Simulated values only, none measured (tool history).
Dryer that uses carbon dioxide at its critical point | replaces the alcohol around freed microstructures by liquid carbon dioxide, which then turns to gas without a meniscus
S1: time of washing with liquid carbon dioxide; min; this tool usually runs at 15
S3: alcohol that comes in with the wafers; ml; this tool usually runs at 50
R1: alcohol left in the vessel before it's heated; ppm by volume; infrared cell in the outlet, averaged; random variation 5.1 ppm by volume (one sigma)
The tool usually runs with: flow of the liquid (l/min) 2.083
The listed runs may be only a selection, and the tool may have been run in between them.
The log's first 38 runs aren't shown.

{"run": 39, "hour": 1921.6, "S1": 11, "flow of the liquid (l/min)": 2.44, "S3": 41, "R1": 222}
{"run": 40, "hour": 1976.4, "S1": 9, "flow of the liquid (l/min)": 2.9, "S3": 109, "R1": 435}
{"run": 41, "hour": 2021.0, "S1": 9, "flow of the liquid (l/min)": 3.06, "S3": 109, "R1": 376}
{"run": 42, "hour": 2058.2, "S1": 11, "flow of the liquid (l/min)": 3.06, "S3": 58, "R1": 184}
{"run": 43, "hour": 2111.5, "S1": 11, "flow of the liquid (l/min)": 3.06, "S3": 58, "R1": 198}
{"run": 44, "hour": 2158.6, "S1": 15, "flow of the liquid (l/min)": 1.45, "S3": 39, "R1": 376}
{"run": 45, "hour": 2192.3, "S1": 15, "flow of the liquid (l/min)": 2.083, "S3": 51, "R1": 209}
{"run": 46, "hour": 2230.6, "S1": 15, "flow of the liquid (l/min)": 2.083, "S3": 51, "R1": 216}

What if the next run were any one of these 4? Each begins from the tool's condition after run 46:
{"run": "A", "hour": 2269.4, "S1": 13, "flow of the liquid (l/min)": 1.51, "S3": 52, "R1": "?"}
{"run": "B", "hour": 2269.4, "S1": 15, "flow of the liquid (l/min)": 2.083, "S3": 80, "R1": "?"}
{"run": "C", "hour": 2269.4, "S1": 15, "flow of the liquid (l/min)": 2.083, "S3": 102, "R1": "?"}
{"run": "D", "hour": 2269.4, "S1": 11, "flow of the liquid (l/min)": 3.11, "S3": 114, "R1": "?"}

run=A R1=630
run=B R1=258
run=C R1=268
run=D R1=243
Stripped of hidden state, with their random variation kept, the same runs would have yielded:
run=A R1=381
run=B R1=79
run=C R1=81
run=D R1=65

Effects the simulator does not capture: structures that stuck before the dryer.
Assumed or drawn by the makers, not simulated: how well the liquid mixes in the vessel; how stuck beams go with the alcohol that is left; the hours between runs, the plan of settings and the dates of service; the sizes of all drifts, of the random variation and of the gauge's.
